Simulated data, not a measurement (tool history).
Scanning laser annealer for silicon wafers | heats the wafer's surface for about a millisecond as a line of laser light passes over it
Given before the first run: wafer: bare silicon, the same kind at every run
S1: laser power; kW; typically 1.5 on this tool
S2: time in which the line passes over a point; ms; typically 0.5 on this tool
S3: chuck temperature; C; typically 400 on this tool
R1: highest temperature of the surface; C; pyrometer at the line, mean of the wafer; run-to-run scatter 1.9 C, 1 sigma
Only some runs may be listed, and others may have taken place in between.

Run 1, day 0: usual settings. Result: R1 1147 C.
Run 2, day 1.5: usual settings. Result: R1 1145 C.
Run 3, day 3.058: usual settings. Result: R1 1146 C.
Run 4, day 4.35: usual settings. Result: R1 1140 C.
Run 5, day 6.367: usual settings. Result: R1 1144 C.
Run 6, day 8.792: usual settings. Result: R1 1138 C.
Run 7, day 11.062: usual settings but S2 0.383 ms. Result: R1 1035 C.
Run 8, day 13.375: usual settings but S2 0.383 ms. Result: R1 1031 C.
Run 9, day 14.671: usual settings but S2 0.383 ms. Result: R1 1024 C.
Run 10, day 16.808: usual settings. Result: R1 1126 C.
Run 11, day 18.988: usual settings but S2 0.463 ms. Result: R1 1099 C.
Run 12, day 20.521: usual settings but S2 0.445 ms. Result: R1 1076 C.
Run 13, day 22.667: usual settings but S1 1.309 kW. Result: R1 1028 C.
Run 14, day 24.642: usual settings but S1 1.309 kW. Result: R1 1026 C.
Run 15, day 26.129: usual settings but S1 1.309 kW. Result: R1 1025 C.
Run 16, day 28.596: usual settings but S1 1.309 kW, S2 0.464 ms. Result: R1 1000 C.
At day 29.012: optics aligned, line set to its width.
Run 17, day 30.838: usual settings but S1 1.309 kW, S2 0.464 ms. Result: R1 1012 C.
Run 18, day 32.012: usual settings but S1 1.309 kW, S2 0.464 ms. Result: R1 1003 C.
Run 19, day 34.158: usual settings but S1 1.309 kW, S2 0.554 ms. Result: R1 1070 C.
Run 20, day 35.15: usual settings but S1 1.309 kW, S2 0.554 ms. Result: R1 1067 C.
Run 21, day 36.983: usual settings but S1 1.457 kW. Result: R1 1101 C.
Run 22, day 39.296: usual settings but S1 1.325 kW. Result: R1 1038 C.

What does the tool deliver on the next run?
Run 23, day 40.558: usual settings but S1 1.358 kW, S2 0.374 ms. Result: R1 ?.

{"run 23": {"R1": 950}}
If the tool had no hidden condition, the same run with the same run-to-run variation would have returned R1 985 C.

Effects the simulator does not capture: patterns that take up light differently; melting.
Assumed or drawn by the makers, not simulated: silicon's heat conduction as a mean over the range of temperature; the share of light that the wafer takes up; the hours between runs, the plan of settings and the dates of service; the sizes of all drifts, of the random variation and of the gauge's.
